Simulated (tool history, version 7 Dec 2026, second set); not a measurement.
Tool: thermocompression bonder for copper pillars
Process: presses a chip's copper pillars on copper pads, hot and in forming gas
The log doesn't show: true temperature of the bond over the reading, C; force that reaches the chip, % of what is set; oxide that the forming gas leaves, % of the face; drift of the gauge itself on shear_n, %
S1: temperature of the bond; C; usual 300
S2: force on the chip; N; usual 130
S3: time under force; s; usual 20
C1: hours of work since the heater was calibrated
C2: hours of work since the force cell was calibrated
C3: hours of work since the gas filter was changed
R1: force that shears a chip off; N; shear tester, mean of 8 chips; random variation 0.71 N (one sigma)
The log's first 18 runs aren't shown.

{"run": 19, "hour": 1015.0, "S1": 300, "S2": 116, "S3": 47, "C1": 382, "C2": 587, "C3": 148, "R1": 55.1}
{"run": 20, "hour": 1067.9, "S1": 300, "S2": 130, "S3": 20, "C1": 419, "C2": 623, "C3": 184, "R1": 46.6}
{"run": 21, "hour": 1106.7, "S1": 281, "S2": 173, "S3": 49, "C1": 445, "C2": 650, "C3": 211, "R1": 64.2}
{"run": 22, "hour": 1167.5, "S1": 274, "S2": 129, "S3": 53, "C1": 487, "C2": 692, "C3": 253, "R1": 50}
{"run": 23, "hour": 1210.8, "S1": 274, "S2": 129, "S3": 53, "C1": 517, "C2": 721, "C3": 282, "R1": 50.6}
{"run": 24, "hour": 1245.9, "S1": 300, "S2": 113, "S3": 24, "C1": 541, "C2": 745, "C3": 306, "R1": 42.7}
{"run": 25, "hour": 1283.1, "S1": 280, "S2": 127, "S3": 25, "C1": 566, "C2": 771, "C3": 332, "R1": 38.7}
{"hour": 1305.7, "done": "forming gas filter changed"}
{"run": 26, "hour": 1340.1, "S1": 280, "S2": 147, "S3": 26, "C1": 605, "C2": 810, "C3": 24, "R1": 48.6}
{"run": 27, "hour": 1395.7, "S1": 280, "S2": 147, "S3": 26, "C1": 643, "C2": 848, "C3": 62, "R1": 49.5}
{"run": 28, "hour": 1457.8, "S1": 280, "S2": 147, "S3": 26, "C1": 686, "C2": 890, "C3": 104, "R1": 49.1}
{"run": 29, "hour": 1503.7, "S1": 280, "S2": 147, "S3": 26, "C1": 717, "C2": 922, "C3": 136, "R1": 46.2}
{"run": 30, "hour": 1549.4, "S1": 287, "S2": 115, "S3": 24, "C1": 749, "C2": 953, "C3": 167, "R1": 40}
{"run": 31, "hour": 1615.8, "S1": 300, "S2": 166, "S3": 20, "C1": 794, "C2": 999, "C3": 213, "R1": 54.1}
{"run": 32, "hour": 1657.3, "S1": 300, "S2": 166, "S3": 20, "C1": 823, "C2": 1027, "C3": 241, "R1": 54.7}
{"run": 33, "hour": 1699.4, "S1": 300, "S2": 166, "S3": 20, "C1": 852, "C2": 1056, "C3": 270, "R1": 52.7}
{"run": 34, "hour": 1737.3, "S1": 300, "S2": 91, "S3": 45, "C1": 878, "C2": 1082, "C3": 296, "R1": 43.5}
{"run": 35, "hour": 1778.0, "S1": 284, "S2": 147, "S3": 45, "C1": 906, "C2": 1110, "C3": 324, "R1": 53.2}
{"hour": 1811.3, "done": "forming gas filter changed"}
{"run": 36, "hour": 1828.0, "S1": 284, "S2": 147, "S3": 45, "C1": 940, "C2": 1144, "C3": 11, "R1": 58.3}
{"hour": 1881.2, "done": "force cell calibrated"}
{"run": 37, "hour": 1883.1, "S1": 295, "S2": 82, "S3": 10, "C1": 976, "C2": 1, "C3": 48, "R1": 23.6}
{"run": 38, "hour": 1944.2, "S1": 295, "S2": 97, "S3": 46, "C1": 1018, "C2": 43, "C3": 90, "R1": 49.5}
{"run": 39, "hour": 1990.0, "S1": 295, "S2": 97, "S3": 46, "C1": 1050, "C2": 75, "C3": 122, "R1": 47.8}
{"run": 40, "hour": 2060.4, "S1": 328, "S2": 108, "S3": 38, "C1": 1098, "C2": 123, "C3": 170, "R1": 57.5}

3 ways to go on from here, each from the tool as it stands after run 40. What would each give?
{"run": "A", "hour": 2093.0, "S1": 328, "S2": 108, "S3": 12, "C1": 1120, "C2": 145, "C3": 192, "R1": "?"}
{"run": "B", "hour": 2093.0, "S1": 300, "S2": 161, "S3": 20, "C1": 1120, "C2": 145, "C3": 192, "R1": "?"}
{"run": "C", "hour": 2093.0, "S1": 276, "S2": 92, "S3": 20, "C1": 1120, "C2": 145, "C3": 192, "R1": "?"}

run=A R1=40.4
run=B R1=53.8
run=C R1=27.5
Without the tool's hidden state the same runs would have given:
run=A R1=44.9
run=B R1=59.2
run=C R1=31.1
